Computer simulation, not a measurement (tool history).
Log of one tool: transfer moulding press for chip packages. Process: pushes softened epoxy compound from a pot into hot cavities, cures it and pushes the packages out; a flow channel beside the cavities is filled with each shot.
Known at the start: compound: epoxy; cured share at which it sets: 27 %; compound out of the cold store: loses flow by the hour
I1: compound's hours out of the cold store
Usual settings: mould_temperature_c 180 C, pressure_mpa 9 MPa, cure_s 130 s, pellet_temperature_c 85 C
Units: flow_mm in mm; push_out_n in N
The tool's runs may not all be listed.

run 1 hour=0 | mould_temperature_c=180 pressure_mpa=9 cure_s=130 pellet_temperature_c=85 | I1=32.5 | flow_mm=761 push_out_n=478
run 2 hour=31.6 | mould_temperature_c=180 pressure_mpa=9 cure_s=130 pellet_temperature_c=85 | I1=47.3 | flow_mm=730 push_out_n=512
-- hour=36.6 cavities cleaned with cleaning compound and waxed
run 3 hour=70.5 | mould_temperature_c=180 pressure_mpa=9.38 cure_s=130 pellet_temperature_c=85 | I1=18.2 | flow_mm=829 push_out_n=489
-- hour=88.6 mould's thermocouples calibrated
-- hour=90.1 cavities cleaned with cleaning compound and waxed
run 4 hour=94.2 | mould_temperature_c=180 pressure_mpa=9.38 cure_s=130 pellet_temperature_c=85 | I1=20.3 | flow_mm=818 push_out_n=506
run 5 hour=111.5 | mould_temperature_c=176 pressure_mpa=9 cure_s=130 pellet_temperature_c=85 | I1=23.4 | flow_mm=797 push_out_n=583
-- hour=141.9 cavities cleaned with cleaning compound and waxed
run 6 hour=142.4 | mould_temperature_c=176 pressure_mpa=9 cure_s=130 pellet_temperature_c=85 | I1=44.7 | flow_mm=748 push_out_n=573
run 7 hour=170.4 | mould_temperature_c=180 pressure_mpa=9 cure_s=130 pellet_temperature_c=89 | I1=13.9 | flow_mm=810 push_out_n=505
-- hour=192.1 cavities cleaned with cleaning compound and waxed
run 8 hour=203.4 | mould_temperature_c=173 pressure_mpa=9 cure_s=130 pellet_temperature_c=85 | I1=11.6 | flow_mm=829 push_out_n=719
run 9 hour=237.1 | mould_temperature_c=173 pressure_mpa=9 cure_s=130 pellet_temperature_c=85 | I1=32 | flow_mm=771 push_out_n=691
-- hour=242.9 cavities cleaned with cleaning compound and waxed
run 10 hour=269.8 | mould_temperature_c=173 pressure_mpa=9 cure_s=130 pellet_temperature_c=85 | I1=38 | flow_mm=769 push_out_n=710
-- hour=293.1 cavities cleaned with cleaning compound and waxed
run 11 hour=302.8 | mould_temperature_c=173 pressure_mpa=9 cure_s=130 pellet_temperature_c=85 | I1=35.9 | flow_mm=778 push_out_n=675
-- hour=342.7 cavities cleaned with cleaning compound and waxed
run 12 hour=342.7 | mould_temperature_c=173 pressure_mpa=9 cure_s=130 pellet_temperature_c=85 | I1=37 | flow_mm=777 push_out_n=685
run 13 hour=378.1 | mould_temperature_c=173 pressure_mpa=9 cure_s=130 pellet_temperature_c=85 | I1=38.7 | flow_mm=766 push_out_n=683
-- hour=392.9 cavities cleaned with cleaning compound and waxed
run 14 hour=417.2 | mould_temperature_c=173 pressure_mpa=9 cure_s=130 pellet_temperature_c=85 | I1=27.7 | flow_mm=794 push_out_n=709
-- hour=441.9 cavities cleaned with cleaning compound and waxed
run 15 hour=448.2 | mould_temperature_c=173 pressure_mpa=9 cure_s=130 pellet_temperature_c=85 | I1=43.6 | flow_mm=746 push_out_n=705
run 16 hour=478.4 | mould_temperature_c=173 pressure_mpa=9 cure_s=130 pellet_temperature_c=85 | I1=33.6 | flow_mm=776 push_out_n=723
-- hour=493.5 cavities cleaned with cleaning compound and waxed
-- hour=504.3 plunger's sealing rings changed
run 17 hour=514.4 | mould_temperature_c=185 pressure_mpa=10.93 cure_s=130 pellet_temperature_c=85 | I1=40 | flow_mm=816 push_out_n=467
-- hour=545.4 cavities cleaned with cleaning compound and waxed
run 18 hour=546 | mould_temperature_c=185 pressure_mpa=10.93 cure_s=130 pellet_temperature_c=85 | I1=9.2 | flow_mm=887 push_out_n=454

Forecast run 19:
run 19 hour=573.6 | mould_temperature_c=176 pressure_mpa=10.93 cure_s=131 pellet_temperature_c=79 | I1=35.6 | flow_mm=? push_out_n=?

flow_mm: 848 mm
push_out_n: 571 N
Without the tool's hidden state the same run would have given flow_mm 848 mm, push_out_n 563 N.

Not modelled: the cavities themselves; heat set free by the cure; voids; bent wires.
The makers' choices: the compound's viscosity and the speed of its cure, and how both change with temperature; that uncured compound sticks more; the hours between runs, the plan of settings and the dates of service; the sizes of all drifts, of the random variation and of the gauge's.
